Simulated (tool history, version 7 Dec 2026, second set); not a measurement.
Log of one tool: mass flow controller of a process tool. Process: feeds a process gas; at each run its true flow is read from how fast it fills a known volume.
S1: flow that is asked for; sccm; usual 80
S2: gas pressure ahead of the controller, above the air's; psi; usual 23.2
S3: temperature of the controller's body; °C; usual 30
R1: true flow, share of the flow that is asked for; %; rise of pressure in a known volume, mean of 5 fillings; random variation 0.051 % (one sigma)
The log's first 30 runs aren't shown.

run	hour	S1	S2	S3	R1
31	2751	18	26	22	95.91
32	2810.5	59	23.2	23	98.84
33	2870.8	59	23.2	23	98.93
34	2984	59	23.2	23	98.8
35	3113.2	97	38	29	99.65
36	3189.6	12	23.2	30	94.41
37	3269.2	10	23.2	23	93.18
38	3389.4	29	23.2	30	97.27

Forecast each of these 4 alternatives for the next run:
A	3454.6	72	37.9	23	?
B	3454.6	16	31.3	34	?
C	3454.6	80	23.2	21	?
D	3454.6	75	25.1	30	?

run	R1
A	98.64
B	95.15
C	99.52
D	99.41
Without the tool's hidden state the same runs would have given:
run	R1
A	98.86
B	98.08
C	99.67
D	99.6
